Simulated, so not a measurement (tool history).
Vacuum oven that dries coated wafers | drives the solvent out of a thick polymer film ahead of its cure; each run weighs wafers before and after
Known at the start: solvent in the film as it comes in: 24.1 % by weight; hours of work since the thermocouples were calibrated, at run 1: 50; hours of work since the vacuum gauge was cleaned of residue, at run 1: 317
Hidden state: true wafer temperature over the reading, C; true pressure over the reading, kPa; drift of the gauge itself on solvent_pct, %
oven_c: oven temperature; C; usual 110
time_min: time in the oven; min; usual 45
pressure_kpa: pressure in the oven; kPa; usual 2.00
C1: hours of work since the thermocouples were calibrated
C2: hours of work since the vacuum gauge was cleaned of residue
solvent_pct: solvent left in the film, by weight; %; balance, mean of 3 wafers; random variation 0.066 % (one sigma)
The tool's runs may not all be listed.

Run 1, hour 0.0: usual settings; C1 50; C2 317. Result: solvent_pct 4.46 %.
Run 2, hour 55.0: usual settings; C1 80; C2 347. Result: solvent_pct 4.56 %.
Run 3, hour 165.2: usual settings; C1 141; C2 407. Result: solvent_pct 4.69 %.
Run 4, hour 281.3: usual settings; C1 204; C2 471. Result: solvent_pct 4.60 %.
Run 5, hour 387.7: usual settings; C1 263; C2 530. Result: solvent_pct 4.64 %.
Run 6, hour 461.9: usual settings but pressure_kpa 3.71 kPa; C1 303; C2 570. Result: solvent_pct 7.13 %.
Run 7, hour 526.5: usual settings but pressure_kpa 3.71 kPa; C1 339; C2 606. Result: solvent_pct 7.31 %.
Run 8, hour 589.7: usual settings but pressure_kpa 3.71 kPa; C1 374; C2 640. Result: solvent_pct 7.30 %.
Run 9, hour 696.9: usual settings but pressure_kpa 3.71 kPa; C1 432; C2 699. Result: solvent_pct 7.33 %.
At hour 704.7: vacuum gauge cleaned of residue and calibrated.
Run 10, hour 751.4: usual settings but pressure_kpa 3.71 kPa; C1 461; C2 26. Result: solvent_pct 7.34 %.
Run 11, hour 859.5: usual settings but time_min 32 min; C1 521; C2 85. Result: solvent_pct 6.46 %.
Run 12, hour 942.4: usual settings; C1 566; C2 130. Result: solvent_pct 4.91 %.
Run 13, hour 1035.0: usual settings; C1 617; C2 181. Result: solvent_pct 5.09 %.
At hour 1093.2: vacuum gauge cleaned of residue and calibrated, once more.
Run 14, hour 1124.4: usual settings but oven_c 117 C; C1 665; C2 17. Result: solvent_pct 3.17 %.
At hour 1160.4: oven's thermocouples calibrated.
Run 15, hour 1194.3: usual settings but oven_c 117 C; C1 19; C2 54. Result: solvent_pct 3.14 %.
Run 16, hour 1311.1: usual settings but oven_c 117 C, time_min 60 min; C1 83; C2 119. Result: solvent_pct 2.55 %.
Run 17, hour 1412.0: usual settings but oven_c 117 C, time_min 60 min; C1 138; C2 174. Result: solvent_pct 2.74 %.
Run 18, hour 1478.5: usual settings but oven_c 118 C, time_min 33 min, pressure_kpa 5.66 kPa; C1 175; C2 210. Result: solvent_pct 7.90 %.
Run 19, hour 1536.4: usual settings but oven_c 118 C, time_min 33 min, pressure_kpa 5.66 kPa; C1 206; C2 242. Result: solvent_pct 7.93 %.
Run 20, hour 1641.9: usual settings but oven_c 120 C, time_min 58 min, pressure_kpa 1.32 kPa; C1 264; C2 300. Result: solvent_pct 1.74 %.
Run 21, hour 1722.2: usual settings but oven_c 120 C, time_min 58 min, pressure_kpa 5.03 kPa; C1 308; C2 344. Result: solvent_pct 5.80 %.
Run 22, hour 1789.6: usual settings but time_min 22 min, pressure_kpa 7.69 kPa; C1 345; C2 381. Result: solvent_pct 14.87 %.
Run 23, hour 1912.0: usual settings but time_min 22 min, pressure_kpa 7.69 kPa; C1 413; C2 448. Result: solvent_pct 15.05 %.

Forecast run 24:
Run 24, hour 2026.0: usual settings but time_min 22 min, pressure_kpa 7.69 kPa; C1 475; C2 511. Result: solvent_pct ?.

solvent_pct: 15.15 %
Without the tool's hidden state the same run would have given solvent_pct 14.66 %.
